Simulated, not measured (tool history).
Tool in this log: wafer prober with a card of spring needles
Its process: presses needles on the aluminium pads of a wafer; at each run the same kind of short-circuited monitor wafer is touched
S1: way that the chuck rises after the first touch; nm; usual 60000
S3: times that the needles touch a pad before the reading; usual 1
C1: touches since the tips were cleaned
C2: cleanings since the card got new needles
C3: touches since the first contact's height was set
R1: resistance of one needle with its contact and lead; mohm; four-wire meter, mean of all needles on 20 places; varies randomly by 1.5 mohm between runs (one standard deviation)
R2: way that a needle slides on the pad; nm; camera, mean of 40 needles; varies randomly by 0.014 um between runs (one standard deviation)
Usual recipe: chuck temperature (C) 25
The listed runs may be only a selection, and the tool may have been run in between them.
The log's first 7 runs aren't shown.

At hour 115.2: tips cleaned on abrasive film.
Run 8, hour 127.1: usual settings; C1 8377; C2 23; C3 91701. Result: R1 195 mohm, R2 13440 nm.
At hour 129.5: tips cleaned on abrasive film.
At hour 143.2: tips cleaned on abrasive film.
Run 9, hour 150.7: usual settings; C1 5205; C2 25; C3 107988. Result: R1 183 mohm, R2 13420 nm.
At hour 156.8: tips cleaned on abrasive film.
Run 10, hour 161.8: usual settings; C1 3427; C2 26; C3 115657. Result: R1 178 mohm, R2 13410 nm.
At hour 170.7: tips cleaned on abrasive film.
Run 11, hour 176.5: usual settings but S1 71000 nm; C1 4034; C2 27; C3 125861. Result: R1 158 mohm, R2 15890 nm.
At hour 183.5: tips cleaned on abrasive film.
At hour 183.8: height of the first contact set anew.
Run 12, hour 191.2: usual settings; C1 5163; C2 28; C3 5163. Result: R1 178 mohm, R2 13600 nm.
At hour 196.6: tips cleaned on abrasive film.
At hour 210.1: tips cleaned on abrasive film.
Run 13, hour 212.8: usual settings but chuck temperature (C) 115; C1 1856; C2 30; C3 20076. Result: R1 172 mohm, R2 13560 nm.
At hour 222.6: tips cleaned on abrasive film.
At hour 235.2: tips cleaned on abrasive film.
Run 14, hour 238.1: usual settings; C1 2069; C2 32; C3 37639. Result: R1 168 mohm, R2 13530 nm.
At hour 248.6: tips cleaned on abrasive film.
At hour 262.2: tips cleaned on abrasive film.
Run 15, hour 264.2: usual settings; C1 1412; C2 34; C3 55719. Result: R1 151 mohm, R2 13530 nm.
At hour 274.6: tips cleaned on abrasive film.
Run 16, hour 284.1: usual settings but S1 42000 nm; C1 6610; C2 35; C3 69497. Result: R1 244 mohm, R2 9410 nm.
At hour 288.9: tips cleaned on abrasive film.
At hour 302.1: tips cleaned on abrasive film.
Run 17, hour 303.3: usual settings but S1 46000 nm, chuck temperature (C) 84; C1 793; C2 37; C3 82768. Result: R1 168 mohm, R2 10300 nm.
At hour 315.4: tips cleaned on abrasive film.
Run 18, hour 321.3: usual settings but S1 44000 nm, chuck temperature (C) 42, S3 3; C1 4132; C2 38; C3 95301. Result: R1 168 mohm, R2 9820 nm.
At hour 328: tips cleaned on abrasive film.
Run 19, hour 335.4: usual settings but S1 62000 nm, chuck temperature (C) 42; C1 5148; C2 39; C3 105060. Result: R1 184 mohm, R2 13880 nm.
At hour 341.1: tips cleaned on abrasive film.
Run 20, hour 352.8: usual settings but S1 44000 nm, S3 2; C1 8201; C2 40; C3 117183. Result: R1 202 mohm, R2 9780 nm.
At hour 355.1: tips cleaned on abrasive film.
At hour 368.9: tips cleaned on abrasive film.
At hour 372.5: height of the first contact set anew.
Run 21, hour 372.5: usual settings but S1 44000 nm, chuck temperature (C) 108; C1 2329; C2 42; C3 0. Result: R1 192 mohm, R2 9960 nm.
At hour 381.8: tips cleaned on abrasive film.
At hour 394.9: tips cleaned on abrasive film.
Run 22, hour 396.8: usual settings but S1 53000 nm, chuck temperature (C) 99; C1 1349; C2 44; C3 16856. Result: R1 173 mohm, R2 11970 nm.
At hour 407.6: tips cleaned on abrasive film.
Run 23, hour 416.3: usual settings but S1 53000 nm, chuck temperature (C) 99; C1 6040; C2 45; C3 30344. Result: R1 203 mohm, R2 11940 nm.
At hour 420.4: tips cleaned on abrasive film.
Run 24, hour 427.5: usual settings but S1 53000 nm, chuck temperature (C) 38, S3 2; C1 4916; C2 46; C3 38100. Result: R1 172 mohm, R2 11960 nm.
At hour 432.8: tips cleaned on abrasive film.
Run 25, hour 440.4: usual settings but S1 43000 nm, chuck temperature (C) 38, S3 2; C1 5291; C2 47; C3 47066. Result: R1 192 mohm, R2 9670 nm.
At hour 445: tips cleaned on abrasive film.
Run 26, hour 451.3: usual settings but S1 50000 nm, chuck temperature (C) 121, S3 2; C1 4373; C2 48; C3 54602. Result: R1 186 mohm, R2 11250 nm.
At hour 459.2: tips cleaned on abrasive film.
Run 27, hour 469: usual settings but S1 50000 nm, chuck temperature (C) 121, S3 2; C1 6828; C2 49; C3 66901. Result: R1 192 mohm, R2 11210 nm.
At hour 473: tips cleaned on abrasive film.
At hour 486: tips cleaned on abrasive film.
Run 28, hour 489.3: usual settings but S1 70000 nm, S3 2; C1 2334; C2 51; C3 80937. Result: R1 148 mohm, R2 15730 nm.
At hour 498.2: tips cleaned on abrasive film.
Run 29, hour 500.7: usual settings but S1 70000 nm, S3 2; C1 1774; C2 52; C3 88851. Result: R1 142 mohm, R2 15690 nm.
At hour 511: tips cleaned on abrasive film.
At hour 523.2: tips cleaned on abrasive film.
Run 30, hour 524.4: usual settings but S1 70000 nm, S3 2; C1 872; C2 54; C3 105268. Result: R1 138 mohm, R2 15660 nm.

Branching from run 30: 5 alternative next runs. What would each branch give?
At hour 536.3: tips cleaned on abrasive film.
Run A, hour 539.2: usual settings but S1 70000 nm, S3 3; C1 2054; C2 55; C3 115532. Result: R1 ?, R2 ?.
At hour 536.3: tips cleaned on abrasive film.
Run B, hour 539.2: usual settings; C1 2054; C2 55; C3 115532. Result: R1 ?, R2 ?.
At hour 536.3: tips cleaned on abrasive film.
Run C, hour 539.2: usual settings but S1 76000 nm; C1 2054; C2 55; C3 115532. Result: R1 ?, R2 ?.
At hour 536.3: tips cleaned on abrasive film.
Run D, hour 539.2: usual settings but chuck temperature (C) 28, S3 2; C1 2054; C2 55; C3 115532. Result: R1 ?, R2 ?.
At hour 536.3: tips cleaned on abrasive film.
Run E, hour 539.2: usual settings but S1 41000 nm; C1 2054; C2 55; C3 115532. Result: R1 ?, R2 ?.

run   R1     R2
  A  140  15660
  B  168  13390
  C  151  17010
  D  152  13400
  E  201   9060
Take away the tool's hidden state, keep each run's random variation, and the runs would have read:
run   R1     R2
  A  131  15860
  B  135  13590
  C  130  17200
  D  133  13600
  E  138   9260

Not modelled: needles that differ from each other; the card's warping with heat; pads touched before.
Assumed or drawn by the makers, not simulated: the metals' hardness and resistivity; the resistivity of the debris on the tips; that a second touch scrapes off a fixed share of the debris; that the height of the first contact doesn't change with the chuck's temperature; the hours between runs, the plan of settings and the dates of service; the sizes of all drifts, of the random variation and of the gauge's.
